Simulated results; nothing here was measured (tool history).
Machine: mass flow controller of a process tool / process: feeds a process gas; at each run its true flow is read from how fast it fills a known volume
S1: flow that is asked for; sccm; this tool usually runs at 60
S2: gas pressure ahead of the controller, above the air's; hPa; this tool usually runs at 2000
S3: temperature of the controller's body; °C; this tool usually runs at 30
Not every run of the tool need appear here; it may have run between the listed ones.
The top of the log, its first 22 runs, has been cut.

Run 23, day 276.558: usual settings but S1 19 sccm. Result: true flow (%) 98.14.
Run 24, day 285.871: usual settings but S1 19 sccm. Result: true flow (%) 98.17.
Run 25, day 296.438: usual settings but S2 2320 hPa, S3 36 °C. Result: true flow (%) 98.93.
Run 26, day 309.125: usual settings but S3 40 °C. Result: true flow (%) 98.3.
Run 27, day 321.233: usual settings but S2 1890 hPa, S3 27 °C. Result: true flow (%) 99.62.
Run 28, day 333.979: usual settings but S1 57 sccm, S2 1990 hPa, S3 32 °C. Result: true flow (%) 98.94.
Run 29, day 341.683: usual settings but S1 57 sccm, S2 1990 hPa, S3 32 °C. Result: true flow (%) 98.96.
Run 30, day 348.542: usual settings but S2 2790 hPa. Result: true flow (%) 99.9.
Run 31, day 364.375: usual settings but S1 12 sccm, S2 1930 hPa, S3 33 °C. Result: true flow (%) 95.53.
Run 32, day 379.179: usual settings but S1 36 sccm, S2 1670 hPa. Result: true flow (%) 98.12.
Run 33, day 394.217: usual settings but S2 1690 hPa. Result: true flow (%) 98.82.
Run 34, day 406.133: usual settings but S1 14 sccm, S2 2210 hPa. Result: true flow (%) 95.87.
Run 35, day 418.575: usual settings but S1 95 sccm, S2 2210 hPa. Result: true flow (%) 100.01.
Run 36, day 434.629: usual settings but S3 33 °C. Result: true flow (%) 98.66.
Run 37, day 450.125: usual settings but S2 1840 hPa, S3 27 °C. Result: true flow (%) 99.23.
Run 38, day 459.946: usual settings but S1 72 sccm, S2 1780 hPa. Result: true flow (%) 99.12.
Run 39, day 470.612: usual settings but S2 2300 hPa, S3 28 °C. Result: true flow (%) 99.47.
Run 40, day 484.912: usual settings but S2 2300 hPa, S3 28 °C. Result: true flow (%) 99.41.
Run 41, day 493.875: usual settings but S2 2300 hPa, S3 28 °C. Result: true flow (%) 99.45.
Run 42, day 504.233: usual settings but S1 44 sccm, S2 1940 hPa. Result: true flow (%) 98.21.
Run 43, day 519.1: usual settings but S1 88 sccm, S2 2380 hPa, S3 34 °C. Result: true flow (%) 99.5.
Run 44, day 530.971: usual settings but S1 88 sccm, S2 1740 hPa, S3 35 °C. Result: true flow (%) 98.67.
Run 45, day 545.175: usual settings but S1 19 sccm, S2 1980 hPa, S3 29 °C. Result: true flow (%) 95.45.
Run 46, day 561.567: usual settings but S1 89 sccm. Result: true flow (%) 99.6.
Run 47, day 569.375: usual settings but S1 97 sccm. Result: true flow (%) 99.56.

Predict each of these 4 candidate next runs independently; none follows another, all start after run 47:
Run A, day 577.567: usual settings but S1 73 sccm, S2 2430 hPa. Result: true flow (%) ?.
Run B, day 577.567: usual settings but S1 30 sccm, S2 2410 hPa, S3 22 °C. Result: true flow (%) ?.
Run C, day 577.567: usual settings but S1 96 sccm, S2 2490 hPa, S3 23 °C. Result: true flow (%) ?.
Run D, day 577.567: usual settings but S1 97 sccm, S2 1750 hPa, S3 28 °C. Result: true flow (%) ?.

run  true flow (%)
  A          99.51
  B          98.27
  C         100.78
  D          99.72
Without the tool's hidden state the same runs would have given:
run  true flow (%)
  A          99.51
  B         100.08
  C         100.49
  D          99.41
